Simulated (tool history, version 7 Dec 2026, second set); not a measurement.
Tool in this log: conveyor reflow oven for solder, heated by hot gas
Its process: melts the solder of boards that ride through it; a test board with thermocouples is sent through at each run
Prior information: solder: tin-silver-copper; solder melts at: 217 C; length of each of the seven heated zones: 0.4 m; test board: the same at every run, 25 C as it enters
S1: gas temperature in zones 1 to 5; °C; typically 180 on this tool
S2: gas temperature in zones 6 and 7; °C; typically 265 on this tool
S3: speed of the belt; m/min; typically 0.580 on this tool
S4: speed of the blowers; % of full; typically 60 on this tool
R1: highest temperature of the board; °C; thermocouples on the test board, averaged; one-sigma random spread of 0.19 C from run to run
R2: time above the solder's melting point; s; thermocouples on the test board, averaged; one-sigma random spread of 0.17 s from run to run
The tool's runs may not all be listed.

Run 1, hour 0.0: usual settings. Result: R1 248.5 °C, R2 61.3 s.
Run 2, hour 24.8: usual settings. Result: R1 248.7 °C, R2 61.2 s.
Run 3, hour 44.3: usual settings but S4 73 % of full. Result: R1 251.3 °C, R2 64.6 s.
Run 4, hour 67.8: usual settings but S4 71 % of full. Result: R1 250.9 °C, R2 63.9 s.
Run 5, hour 82.7: usual settings but S1 183 °C. Result: R1 248.9 °C, R2 62.9 s.
Run 6, hour 108.9: usual settings but S4 67 % of full. Result: R1 250.1 °C, R2 62.9 s.
Run 7, hour 122.4: usual settings but S4 67 % of full. Result: R1 250.0 °C, R2 62.7 s.
At hour 142.5: flux residue cleaned out of gas plates and filters.
Run 8, hour 142.8: usual settings but S4 67 % of full. Result: R1 250.3 °C, R2 63.4 s.
Run 9, hour 163.2: usual settings. Result: R1 248.8 °C, R2 61.6 s.
Run 10, hour 188.5: usual settings. Result: R1 248.5 °C, R2 61.8 s.
Run 11, hour 213.9: usual settings but S3 0.536 m/min. Result: R1 250.8 °C, R2 69.6 s.
Run 12, hour 231.7: usual settings but S3 0.536 m/min. Result: R1 250.7 °C, R2 68.9 s.
Run 13, hour 246.8: usual settings but S3 0.536 m/min. Result: R1 250.9 °C, R2 69.0 s.
Run 14, hour 264.5: usual settings but S3 0.697 m/min. Result: R1 241.9 °C, R2 43.8 s.
Run 15, hour 288.1: usual settings but S3 0.697 m/min. Result: R1 241.9 °C, R2 44.0 s.

Run 16, settings as shown, results not yet in. Your forecast:
Run 16, hour 311.0: usual settings but S3 0.697 m/min. Result: R1 ?, R2 ?.

R1: 242.5 °C
R2: 43.8 s
With no hidden state in the tool, this same run would have given R1 243.5 °C, R2 44.4 s.
